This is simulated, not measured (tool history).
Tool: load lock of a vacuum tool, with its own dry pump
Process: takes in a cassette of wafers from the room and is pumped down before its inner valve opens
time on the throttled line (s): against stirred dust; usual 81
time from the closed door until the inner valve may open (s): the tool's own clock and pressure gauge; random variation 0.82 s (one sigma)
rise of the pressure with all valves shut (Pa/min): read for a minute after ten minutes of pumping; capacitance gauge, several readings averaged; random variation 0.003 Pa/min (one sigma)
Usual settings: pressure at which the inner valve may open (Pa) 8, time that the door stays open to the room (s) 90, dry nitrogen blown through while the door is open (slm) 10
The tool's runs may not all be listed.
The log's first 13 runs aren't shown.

run	hour	time on the throttled line (s)	pressure at which the inner valve may open (Pa)	time that the door stays open to the room (s)	dry nitrogen blown through while the door is open (slm)	incoming humidity of the room's air, %	time from the closed door until the inner valve may open (s)	rise of the pressure with all valves shut (Pa/min)
14	1039.4	81	8	90	5	47.7	133.8	0.126
15	1126.1	81	8	90	5	42.7	134.1	0.112
16	1178.4	81	8	90	5	45.4	133.3	0.117
17	1258.5	81	11	90	10	47.2	131.2	0.108
18	1363.9	81	11	90	10	43.8	130.7	0.107
19	1434.5	81	15	63	10	42.8	129.2	0.093
20	1496.8	63	8	90	10	41.4	119.3	0.106
21	1555.6	100	8	135	10	44.2	151.4	0.126
22	1612.3	81	12	40	11	45.5	131.5	0.092
23	1700.4	81	12	40	11	47.5	130.6	0.092
24	1820.7	72	8	32	41	43.9	127.2	0.086
25	1900.6	81	12	90	10	41.7	131.5	0.117
26	1950	81	12	90	10	46.1	131.7	0.125
27	2070.1	81	10	73	10	44.6	133.8	0.119
28	2148.2	55	13	90	27	48	109.9	0.113
29	2213.7	41	8	98	11	47.9	102.7	0.131
30	2307.8	41	8	98	11	45.8	102.6	0.13
31	2373.1	42	8	50	10	44.1	103.7	0.117
32	2478.1	81	11	212	10	43.6	134.2	0.18
33	2567.8	81	11	212	10	44.8	133.5	0.177
34	2627.7	81	11	212	10	41.7	132.9	0.179
35	2748.7	81	11	147	10	45.2	134	0.169
36	2801.3	68	11	147	12	43.3	124.4	0.164

5 ways to go on from here, each from the tool as it stands after run 36. What would each give?
A	2912.5	82	8	51	4	45.3	?	?
B	2912.5	43	11	94	7	42.6	?	?
C	2912.5	81	8	207	20	46	?	?
D	2912.5	130	13	147	12	45.9	?	?
E	2912.5	83	10	90	10	46.1	?	?

run	time from the closed door until the inner valve may open (s)	rise of the pressure with all valves shut (Pa/min)
A	138.1	0.154
B	102.6	0.16
C	134.5	0.165
D	172.4	0.167
E	136.1	0.153
Without the tool's hidden state the same runs would have given:
run	time from the closed door until the inner valve may open (s)	rise of the pressure with all valves shut (Pa/min)
A	129.4	0.047
B	93.2	0.054
C	125.8	0.059
D	165.5	0.062
E	127.6	0.048
